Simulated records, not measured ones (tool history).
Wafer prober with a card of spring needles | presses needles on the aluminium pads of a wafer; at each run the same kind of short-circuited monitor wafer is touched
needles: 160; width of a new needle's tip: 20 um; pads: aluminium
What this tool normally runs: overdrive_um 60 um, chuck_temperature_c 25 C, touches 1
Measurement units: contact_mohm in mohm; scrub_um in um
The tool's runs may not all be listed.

run,day,overdrive_um,chuck_temperature_c,touches,contact_mohm,scrub_um
1,0,60,25,1,351,8.2
# day 0.225: tips cleaned on abrasive film
# day 0.6: tips cleaned on abrasive film
# day 0.975: tips cleaned on abrasive film
# day 1.346: tips cleaned on abrasive film
# day 1.646: tips cleaned on abrasive film
2,1.867,60,25,1,382,8.15
# day 2.017: tips cleaned on abrasive film
# day 2.317: tips cleaned on abrasive film
# day 2.692: tips cleaned on abrasive film
# day 3.067: tips cleaned on abrasive film
# day 3.438: tips cleaned on abrasive film
# day 3.738: tips cleaned on abrasive film
# day 4.046: height of the first contact set anew
# day 4.125: tips cleaned on abrasive film
# day 4.5: tips cleaned on abrasive film
# day 4.8: tips cleaned on abrasive film
3,4.975,60,25,1,376,8.21
# day 5.129: tips cleaned on abrasive film
# day 5.504: tips cleaned on abrasive film
# day 5.875: tips cleaned on abrasive film
# day 6.25: tips cleaned on abrasive film
# day 6.625: tips cleaned on abrasive film
# day 6.996: tips cleaned on abrasive film
4,7.104,79,25,1,303,10.72
# day 7.329: tips cleaned on abrasive film
# day 7.704: tips cleaned on abrasive film
# day 8.075: tips cleaned on abrasive film
# day 8.45: tips cleaned on abrasive film
# day 8.462: height of the first contact set anew
5,8.533,79,25,1,294,10.83
# day 8.833: tips cleaned on abrasive film
# day 9.133: tips cleaned on abrasive film
# day 9.508: tips cleaned on abrasive film
# day 9.808: tips cleaned on abrasive film
# day 10.179: tips cleaned on abrasive film
# day 10.479: tips cleaned on abrasive film
# day 10.854: tips cleaned on abrasive film
# day 11.229: tips cleaned on abrasive film
6,11.508,79,25,1,348,10.75
# day 11.588: tips cleaned on abrasive film
# day 11.888: tips cleaned on abrasive film
# day 12.262: tips cleaned on abrasive film
# day 12.562: tips cleaned on abrasive film
# day 12.871: height of the first contact set anew
# day 12.946: tips cleaned on abrasive film
# day 13.3: tips cleaned on abrasive film
7,13.3,55,25,1,292,7.48
# day 13.6: tips cleaned on abrasive film
# day 13.971: tips cleaned on abrasive film
# day 14.271: tips cleaned on abrasive film
# day 14.646: tips cleaned on abrasive film
# day 14.946: tips cleaned on abrasive film
# day 15.317: tips cleaned on abrasive film
# day 15.692: tips cleaned on abrasive film
8,15.975,55,25,1,447,7.41
# day 16.05: tips cleaned on abrasive film
# day 16.35: tips cleaned on abrasive film
# day 16.85: card fitted with new needles
# day 17.15: tips cleaned on abrasive film
# day 17.45: tips cleaned on abrasive film
# day 17.825: tips cleaned on abrasive film
# day 18.125: tips cleaned on abrasive film
# day 18.425: tips cleaned on abrasive film
# day 18.796: tips cleaned on abrasive film
9,18.883,55,25,1,319,7.46
# day 19.108: tips cleaned on abrasive film
# day 19.408: tips cleaned on abrasive film
# day 19.783: tips cleaned on abrasive film
# day 20.083: tips cleaned on abrasive film
# day 20.454: tips cleaned on abrasive film
# day 20.829: tips cleaned on abrasive film
# day 21.129: tips cleaned on abrasive film
# day 21.288: height of the first contact set anew
# day 21.517: tips cleaned on abrasive film
# day 21.817: tips cleaned on abrasive film
# day 22.112: tips cleaned on abrasive film
10,22.246,55,25,1,342,7.5
# day 22.475: tips cleaned on abrasive film
# day 22.775: tips cleaned on abrasive film
# day 23.071: tips cleaned on abrasive film
# day 23.446: tips cleaned on abrasive film
# day 23.821: tips cleaned on abrasive film
# day 24.121: tips cleaned on abrasive film
# day 24.492: tips cleaned on abrasive film
# day 24.867: tips cleaned on abrasive film
11,24.958,60,74,1,323,8.07
# day 25.183: tips cleaned on abrasive film
# day 25.483: tips cleaned on abrasive film
# day 25.717: height of the first contact set anew
# day 25.871: tips cleaned on abrasive film
# day 26.242: tips cleaned on abrasive film
# day 26.617: tips cleaned on abrasive film
# day 26.917: tips cleaned on abrasive film
# day 27.217: tips cleaned on abrasive film
# day 27.517: tips cleaned on abrasive film
# day 27.892: tips cleaned on abrasive film
12,27.9,60,74,1,289,8.11
# day 28.2: tips cleaned on abrasive film
# day 28.575: tips cleaned on abrasive film
# day 28.871: tips cleaned on abrasive film
# day 29.246: tips cleaned on abrasive film
# day 29.621: tips cleaned on abrasive film
13,29.65,60,74,1,296,8.08
# day 29.95: tips cleaned on abrasive film
# day 30.183: height of the first contact set anew
# day 30.333: tips cleaned on abrasive film
# day 30.633: tips cleaned on abrasive film
# day 31.008: tips cleaned on abrasive film
14,31.129,60,74,1,332,8.2
# day 31.354: tips cleaned on abrasive film
# day 31.654: tips cleaned on abrasive film
# day 32.029: tips cleaned on abrasive film
# day 32.404: tips cleaned on abrasive film
# day 32.704: tips cleaned on abrasive film
# day 33.075: tips cleaned on abrasive film
15,33.229,60,86,1,349,8.12
# day 33.383: tips cleaned on abrasive film
# day 33.683: tips cleaned on abrasive film
# day 34.054: tips cleaned on abrasive film
# day 34.429: tips cleaned on abrasive film
# day 34.662: height of the first contact set anew
# day 34.742: tips cleaned on abrasive film
# day 35.117: tips cleaned on abrasive film
# day 35.417: tips cleaned on abrasive film
# day 35.717: tips cleaned on abrasive film
# day 36.088: tips cleaned on abrasive film
# day 36.388: tips cleaned on abrasive film
16,36.558,71,27,1,321,9.64
# day 36.712: tips cleaned on abrasive film
# day 37.083: tips cleaned on abrasive film
# day 37.458: tips cleaned on abrasive film
# day 37.833: tips cleaned on abrasive film
# day 38.129: tips cleaned on abrasive film
# day 38.429: tips cleaned on abrasive film
17,38.504,74,27,2,276,10.01
# day 38.804: tips cleaned on abrasive film
# day 39.104: tips cleaned on abrasive film
# day 39.117: height of the first contact set anew
# day 39.417: tips cleaned on abrasive film
# day 39.788: tips cleaned on abrasive film
# day 40.162: tips cleaned on abrasive film
# day 40.538: tips cleaned on abrasive film
18,40.725,49,85,1,415,6.64
# day 40.879: tips cleaned on abrasive film
# day 41.179: tips cleaned on abrasive film
# day 41.479: tips cleaned on abrasive film
# day 41.779: tips cleaned on abrasive film
# day 42.15: tips cleaned on abrasive film
# day 42.45: tips cleaned on abrasive film
# day 42.825: tips cleaned on abrasive film
# day 43.2: tips cleaned on abrasive film
19,43.338,49,85,1,391,6.57
# day 43.562: tips cleaned on abrasive film
# day 43.575: height of the first contact set anew
# day 43.95: tips cleaned on abrasive film
# day 44.25: tips cleaned on abrasive film
# day 44.625: tips cleaned on abrasive film
# day 44.996: tips cleaned on abrasive film
20,45.062,49,35,2,304,6.65

4 ways to go on from here, each from the tool as it stands after run 20. What would each give?
# day 45.362: tips cleaned on abrasive film
# day 45.662: tips cleaned on abrasive film
# day 45.962: tips cleaned on abrasive film
# day 46.338: tips cleaned on abrasive film
# day 46.708: tips cleaned on abrasive film
# day 47.008: tips cleaned on abrasive film
# day 47.383: tips cleaned on abrasive film
# day 47.683: tips cleaned on abrasive film
A,47.75,41,35,1,?,?
# day 45.362: tips cleaned on abrasive film
# day 45.662: tips cleaned on abrasive film
# day 45.962: tips cleaned on abrasive film
# day 46.338: tips cleaned on abrasive film
# day 46.708: tips cleaned on abrasive film
# day 47.008: tips cleaned on abrasive film
# day 47.383: tips cleaned on abrasive film
# day 47.683: tips cleaned on abrasive film
B,47.75,59,35,3,?,?
# day 45.362: tips cleaned on abrasive film
# day 45.662: tips cleaned on abrasive film
# day 45.962: tips cleaned on abrasive film
# day 46.338: tips cleaned on abrasive film
# day 46.708: tips cleaned on abrasive film
# day 47.008: tips cleaned on abrasive film
# day 47.383: tips cleaned on abrasive film
# day 47.683: tips cleaned on abrasive film
C,47.75,72,91,2,?,?
# day 45.362: tips cleaned on abrasive film
# day 45.662: tips cleaned on abrasive film
# day 45.962: tips cleaned on abrasive film
# day 46.338: tips cleaned on abrasive film
# day 46.708: tips cleaned on abrasive film
# day 47.008: tips cleaned on abrasive film
# day 47.383: tips cleaned on abrasive film
# day 47.683: tips cleaned on abrasive film
D,47.75,62,25,2,?,?

run,contact_mohm,scrub_um
A,399,5.46
B,283,7.9
C,299,9.69
D,293,8.35
Had the tool no hidden state, the same runs would have come out as:
run,contact_mohm,scrub_um
A,276,5.62
B,260,8.06
C,274,9.85
D,259,8.51

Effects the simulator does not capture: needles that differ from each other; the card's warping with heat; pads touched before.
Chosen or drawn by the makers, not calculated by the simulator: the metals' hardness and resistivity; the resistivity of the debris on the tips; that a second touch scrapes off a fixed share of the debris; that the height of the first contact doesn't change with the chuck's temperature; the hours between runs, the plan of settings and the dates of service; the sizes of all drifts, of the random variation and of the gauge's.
